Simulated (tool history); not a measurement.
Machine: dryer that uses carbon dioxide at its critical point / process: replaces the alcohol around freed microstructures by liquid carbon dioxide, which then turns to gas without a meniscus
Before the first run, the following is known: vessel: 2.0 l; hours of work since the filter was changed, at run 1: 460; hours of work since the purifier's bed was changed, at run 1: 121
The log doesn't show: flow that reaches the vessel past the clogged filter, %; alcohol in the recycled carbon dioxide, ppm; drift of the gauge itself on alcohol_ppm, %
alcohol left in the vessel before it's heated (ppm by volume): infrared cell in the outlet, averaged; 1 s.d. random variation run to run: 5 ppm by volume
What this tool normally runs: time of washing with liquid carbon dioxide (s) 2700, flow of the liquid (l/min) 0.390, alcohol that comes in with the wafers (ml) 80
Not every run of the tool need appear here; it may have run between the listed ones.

run,hour,time of washing with liquid carbon dioxide (s),flow of the liquid (l/min),alcohol that comes in with the wafers (ml),hours of work since the filter was changed,hours of work since the purifier's bed was changed,alcohol left in the vessel before it's heated (ppm by volume)
1,0.0,2700,0.390,80,460,121,71
2,25.5,3780,0.390,80,470,131,29
3,47.4,2700,0.390,21,479,140,41
4,72.3,2700,0.390,21,489,149,40
5,84.5,2700,0.390,80,494,154,77
6,103.7,2700,0.390,80,501,162,85
7,116.6,2700,0.390,80,506,167,79
8,130.1,2700,0.390,80,511,172,81
9,153.7,2700,0.390,80,521,181,78
10,175.3,2700,0.390,80,529,190,82
11,193.5,2700,0.390,80,536,197,92
12,209.1,2700,0.497,80,543,203,41
13,222.2,2700,0.552,80,548,208,33
14,246.0,2220,0.552,80,557,218,54
15,265.3,2220,0.552,80,565,225,58
# hour 268.5: inlet filter changed
16,280.6,2220,0.552,80,5,231,54
17,293.2,1740,0.390,80,10,236,286
18,313.4,2700,0.297,80,18,244,147
19,341.0,2700,0.297,80,29,255,152
20,367.4,2700,0.297,80,39,265,149
21,390.0,2700,0.269,80,48,274,225
22,413.1,2700,0.390,26,57,283,51
23,437.8,2220,0.390,80,67,293,113
24,463.6,3480,0.495,70,77,303,53
25,479.5,1620,0.268,68,83,309,1428
26,507.0,2820,0.302,48,94,320,91
27,530.7,2940,0.413,96,103,330,72
28,548.0,2580,0.441,77,110,336,56
29,567.4,2580,0.415,22,118,344,57
30,589.9,2580,0.415,22,127,353,69
31,608.9,2580,0.415,22,134,360,66
32,622.5,2580,0.278,74,139,366,275
33,643.7,3060,0.390,91,148,374,69
34,657.3,3060,0.390,91,153,379,72
35,674.6,2220,0.635,101,160,386,76
36,700.7,2700,0.390,41,170,396,79
37,721.5,2700,0.240,80,178,405,457
38,735.5,2640,0.353,23,184,410,83
39,763.2,3120,0.390,80,195,421,64
40,785.2,3120,0.649,62,204,430,69
41,810.6,3660,0.310,27,214,440,81
42,826.1,2640,0.236,32,220,446,273
43,849.9,2340,0.608,45,229,455,80
44,864.3,3480,0.390,80,235,461,84
45,889.3,3720,0.251,61,244,471,116
46,911.2,3720,0.433,61,253,479,76

What if the next run were any one of these 5? Each begins from the tool's condition after run 46:
A,935.2,3720,0.567,61,263,489,?
B,935.2,4080,0.433,32,263,489,?
C,935.2,3720,0.494,96,263,489,?
D,935.2,3720,0.388,20,263,489,?
E,935.2,2700,0.264,40,263,489,?

run,alcohol left in the vessel before it's heated (ppm by volume)
A,82
B,85
C,81
D,72
E,217
Without the tool's hidden state the same runs would have given:
run,alcohol left in the vessel before it's heated (ppm by volume)
A,8
B,12
C,8
D,0
E,99

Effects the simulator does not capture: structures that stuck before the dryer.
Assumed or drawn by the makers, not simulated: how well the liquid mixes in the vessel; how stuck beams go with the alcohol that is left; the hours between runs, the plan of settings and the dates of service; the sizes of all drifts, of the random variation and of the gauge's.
